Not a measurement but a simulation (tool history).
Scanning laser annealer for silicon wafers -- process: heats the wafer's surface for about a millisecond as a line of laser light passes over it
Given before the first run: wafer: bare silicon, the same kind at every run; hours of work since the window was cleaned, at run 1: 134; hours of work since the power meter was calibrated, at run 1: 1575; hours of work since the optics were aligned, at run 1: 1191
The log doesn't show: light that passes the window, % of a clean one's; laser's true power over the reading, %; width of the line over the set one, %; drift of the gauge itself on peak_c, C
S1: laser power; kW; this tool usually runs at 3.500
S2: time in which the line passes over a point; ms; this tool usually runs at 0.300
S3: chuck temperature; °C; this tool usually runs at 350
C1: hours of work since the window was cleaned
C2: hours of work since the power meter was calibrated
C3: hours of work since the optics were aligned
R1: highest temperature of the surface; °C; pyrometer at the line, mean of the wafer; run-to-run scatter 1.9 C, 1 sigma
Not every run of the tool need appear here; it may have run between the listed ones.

run,hour,S1,S2,S3,C1,C2,C3,R1
1,0.0,3.500,0.300,350,134,1575,1191,1094
2,59.2,3.500,0.300,350,182,1623,1238,1089
3,141.0,3.500,0.300,350,247,1688,1303,1094
4,226.7,3.500,0.300,350,315,1756,1371,1094
5,295.2,3.500,0.373,350,370,1811,1426,1167
6,358.6,3.500,0.373,350,420,1861,1477,1165
# hour 394.2: window over the wafer cleaned
# hour 399.2: optics aligned, line set to its width
7,412.0,3.500,0.373,350,10,1898,10,1164
8,478.2,3.500,0.373,350,63,1951,63,1165
9,517.3,3.500,0.373,350,94,1982,94,1165
10,587.0,3.500,0.373,350,150,2038,150,1168
11,624.3,3.500,0.373,350,179,2067,179,1168
12,663.7,3.418,0.300,350,211,2099,211,1073
13,728.5,3.500,0.300,350,262,2150,262,1091
14,806.6,3.500,0.300,350,325,2213,325,1093
15,848.3,3.500,0.300,350,358,2246,358,1093
16,886.1,3.500,0.300,350,388,2276,388,1095
17,944.8,3.500,0.300,350,435,2323,435,1087
# hour 959.6: window over the wafer cleaned
18,1015.9,3.500,0.300,350,45,2378,490,1092
19,1095.6,3.500,0.300,350,108,2441,553,1096
20,1150.8,3.500,0.300,350,152,2485,597,1092
21,1192.1,3.500,0.300,350,185,2518,630,1092
22,1229.9,3.500,0.300,350,215,2549,661,1095
23,1289.8,3.662,0.261,323,263,2596,708,1053
24,1325.5,3.662,0.261,323,292,2625,737,1052
25,1403.0,3.662,0.252,351,353,2686,799,1073
26,1470.4,3.500,0.342,350,407,2740,852,1137
# hour 1522.4: window over the wafer cleaned
27,1543.5,3.500,0.342,350,17,2797,909,1136
28,1597.0,3.500,0.234,349,59,2840,952,1014
29,1674.3,3.165,0.278,381,121,2901,1013,1029
30,1755.9,3.649,0.334,313,186,2966,1078,1125
31,1820.5,3.649,0.309,318,238,3018,1130,1101
32,1872.0,3.500,0.223,350,279,3059,1171,1004
33,1912.6,3.791,0.225,350,311,3091,1203,1058
34,1984.8,3.749,0.332,324,369,3149,1261,1156
35,2048.5,3.749,0.332,324,419,3199,1311,1154
# hour 2086.3: window over the wafer cleaned
36,2134.8,3.749,0.332,324,39,3267,1379,1156
37,2186.7,3.749,0.332,324,80,3308,1420,1154
38,2257.0,3.023,0.295,350,136,3364,1476,982
# hour 2296.6: optics aligned, line set to its width
39,2325.9,3.023,0.295,350,187,3415,23,982
40,2377.7,3.500,0.300,359,228,3456,65,1102

3 options for the next run, each taken on its own from the tool as it stands now. Forecast them:
A,2447.8,3.751,0.300,311,284,3512,121,?
B,2447.8,3.500,0.300,381,284,3512,121,?
C,2447.8,3.500,0.300,346,284,3512,121,?

run,R1
A,1108
B,1124
C,1088
With no hidden state in the tool, these same runs would have given:
run,R1
A,1109
B,1124
C,1088

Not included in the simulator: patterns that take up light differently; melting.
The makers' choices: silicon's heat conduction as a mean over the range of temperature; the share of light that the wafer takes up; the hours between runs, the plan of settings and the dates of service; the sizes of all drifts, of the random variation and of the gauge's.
